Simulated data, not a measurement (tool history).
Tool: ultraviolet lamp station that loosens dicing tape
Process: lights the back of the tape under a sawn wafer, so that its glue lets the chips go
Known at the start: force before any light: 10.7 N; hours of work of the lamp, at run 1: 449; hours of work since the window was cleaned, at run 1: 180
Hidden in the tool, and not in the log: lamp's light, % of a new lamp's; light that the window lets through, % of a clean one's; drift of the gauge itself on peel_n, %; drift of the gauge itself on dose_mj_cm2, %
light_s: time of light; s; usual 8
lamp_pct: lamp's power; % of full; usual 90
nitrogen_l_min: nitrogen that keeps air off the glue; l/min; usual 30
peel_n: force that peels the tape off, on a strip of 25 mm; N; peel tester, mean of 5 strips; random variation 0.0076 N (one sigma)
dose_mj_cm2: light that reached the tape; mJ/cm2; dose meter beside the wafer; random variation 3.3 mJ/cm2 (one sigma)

run   hour  light_s  lamp_pct  nitrogen_l_min  hours of work of the lamp  hours of work since the window was cleaned  peel_n  dose_mj_cm2
  1    0.0        8        90              30                        449                                         180   0.289          530
  2   15.5        8        90              30                        461                                         192   0.291          529
  3   46.3        8        90              30                        485                                         216   0.286          525
  4   65.2       11        90              30                        499                                         230   0.203          725
  5   94.4       11        90              30                        521                                         252   0.198          716
  6  121.6       11        90              30                        542                                         273   0.212          728
  7  134.8       11        90              30                        552                                         283   0.195          722
  8  161.8       11        90              30                        573                                         304   0.211          727
  9  175.4       11        90              30                        583                                         314   0.213          733
 10  204.4       11        90              30                        605                                         336   0.198          719
 11  230.5        8        90              30                        625                                         356   0.297          530
 12  255.9        8        90              30                        644                                         375   0.279          526
 13  280.6        8        81              30                        663                                         394   0.356          471
 14  299.3        8        90              30                        677                                         408   0.288          527
 15  321.4       16        90              30                        694                                         425   0.190         1052
 16  334.6       11        62              30                        704                                         435   0.311          496
 17  364.0       11        62              30                        727                                         458   0.305          499
 18  391.5       12        62              30                        747                                         479   0.272          542
     406.1  -- lamp changed
 19  423.0        5        84               9                         13                                         502   1.471          307
     425.6  -- window cleaned of glue's vapour
 20  445.4       14        83              22                         30                                          15   0.200          852
 21  464.6       14        83              22                         44                                          30   0.196          852
 22  489.6       16        74              56                         63                                          49   0.198          852
 23  505.3        5        66              28                         75                                          61   1.472          239
 24  532.1        5        90              15                         96                                          81   1.022          328
 25  555.2        4        90              24                        113                                          99   1.320          263
 26  570.4        4        90              24                        125                                         110   1.337          267
 27  591.0        4        90              24                        140                                         126   1.297          265
 28  620.1       15        90              21                        163                                         148   0.196          994
 29  636.7       15        90              21                        175                                         161   0.195          975

Some steps in dose_mj_cm2 between neighbouring runs. How much of each would the tool show without its hidden state too (settings, what came in, random variation), and how much is left for the hidden state, with any gauge scatter that isn't in both results?
Run 14 -> 15: light_s 8 -> 16. dose_mj_cm2 +525 mJ/cm2: hidden state -2, all else +527.
Run 18 -> 19: light_s 12 -> 5, lamp_pct 62 -> 84, nitrogen_l_min 30 -> 9, lamp changed. dose_mj_cm2 -235 mJ/cm2: hidden state +3, all else -238.
Run 22 -> 23: light_s 16 -> 5, lamp_pct 74 -> 66, nitrogen_l_min 56 -> 28. dose_mj_cm2 -613 mJ/cm2: hidden state +0, all else -613.
Run 27 -> 28: light_s 4 -> 15, nitrogen_l_min 24 -> 21. dose_mj_cm2 +729 mJ/cm2: hidden state -1, all else +730.
